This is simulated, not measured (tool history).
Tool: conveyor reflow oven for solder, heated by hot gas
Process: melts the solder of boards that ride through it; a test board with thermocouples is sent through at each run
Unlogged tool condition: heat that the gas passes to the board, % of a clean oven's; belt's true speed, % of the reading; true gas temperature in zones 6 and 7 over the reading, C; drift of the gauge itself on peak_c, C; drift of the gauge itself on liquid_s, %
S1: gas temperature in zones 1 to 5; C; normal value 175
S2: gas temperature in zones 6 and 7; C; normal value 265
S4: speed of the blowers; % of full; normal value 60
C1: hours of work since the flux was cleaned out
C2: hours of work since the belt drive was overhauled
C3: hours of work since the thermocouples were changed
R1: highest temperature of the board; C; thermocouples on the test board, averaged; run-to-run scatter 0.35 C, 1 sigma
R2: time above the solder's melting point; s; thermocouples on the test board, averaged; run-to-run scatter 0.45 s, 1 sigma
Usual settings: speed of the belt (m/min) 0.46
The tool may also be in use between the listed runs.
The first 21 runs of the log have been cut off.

{"run": 22, "hour": 628.3, "S1": 175, "S2": 276, "speed of the belt (m/min)": 0.527, "S4": 62, "C1": 199, "C2": 773, "C3": 658, "R1": 251.6, "R2": 57.5}
{"run": 23, "hour": 657.5, "S1": 162, "S2": 263, "speed of the belt (m/min)": 0.395, "S4": 61, "C1": 218, "C2": 793, "C3": 677, "R1": 248.2, "R2": 70.7}
{"hour": 688.0, "done": "flux residue cleaned out of gas plates and filters"}
{"run": 24, "hour": 696.3, "S1": 162, "S2": 263, "speed of the belt (m/min)": 0.395, "S4": 61, "C1": 6, "C2": 815, "C3": 700, "R1": 248.1, "R2": 70.4}
{"run": 25, "hour": 729.7, "S1": 175, "S2": 277, "speed of the belt (m/min)": 0.486, "S4": 64, "C1": 28, "C2": 838, "C3": 723, "R1": 256.9, "R2": 66.3}
{"run": 26, "hour": 749.3, "S1": 175, "S2": 277, "speed of the belt (m/min)": 0.486, "S4": 64, "C1": 41, "C2": 851, "C3": 736, "R1": 256.3, "R2": 67.2}
{"run": 27, "hour": 784.8, "S1": 163, "S2": 262, "speed of the belt (m/min)": 0.473, "S4": 80, "C1": 65, "C2": 875, "C3": 760, "R1": 245.2, "R2": 55.5}
{"run": 28, "hour": 802.5, "S1": 175, "S2": 260, "speed of the belt (m/min)": 0.46, "S4": 60, "C1": 77, "C2": 887, "C3": 772, "R1": 243, "R2": 58.5}
{"run": 29, "hour": 843.8, "S1": 178, "S2": 262, "speed of the belt (m/min)": 0.474, "S4": 81, "C1": 105, "C2": 915, "C3": 799, "R1": 248.4, "R2": 64.3}
{"run": 30, "hour": 885.1, "S1": 178, "S2": 262, "speed of the belt (m/min)": 0.474, "S4": 81, "C1": 133, "C2": 943, "C3": 827, "R1": 247.6, "R2": 63.8}

Here are 3 independent what-if runs from the current tool condition. What would each one return?
{"run": "A", "hour": 913.0, "S1": 175, "S2": 279, "speed of the belt (m/min)": 0.46, "S4": 60, "C1": 152, "C2": 961, "C3": 846, "R1": "?", "R2": "?"}
{"run": "B", "hour": 913.0, "S1": 170, "S2": 272, "speed of the belt (m/min)": 0.394, "S4": 60, "C1": 152, "C2": 961, "C3": 846, "R1": "?", "R2": "?"}
{"run": "C", "hour": 913.0, "S1": 189, "S2": 276, "speed of the belt (m/min)": 0.474, "S4": 52, "C1": 152, "C2": 961, "C3": 846, "R1": "?", "R2": "?"}

run=A R1=259.1 R2=73.4
run=B R1=257.3 R2=83.1
run=C R1=256.5 R2=76
The same runs, with their run-to-run variation unchanged, on a tool lacking any hidden condition would have given:
run=A R1=259.3 R2=73.4
run=B R1=257.5 R2=83.1
run=C R1=256.6 R2=76
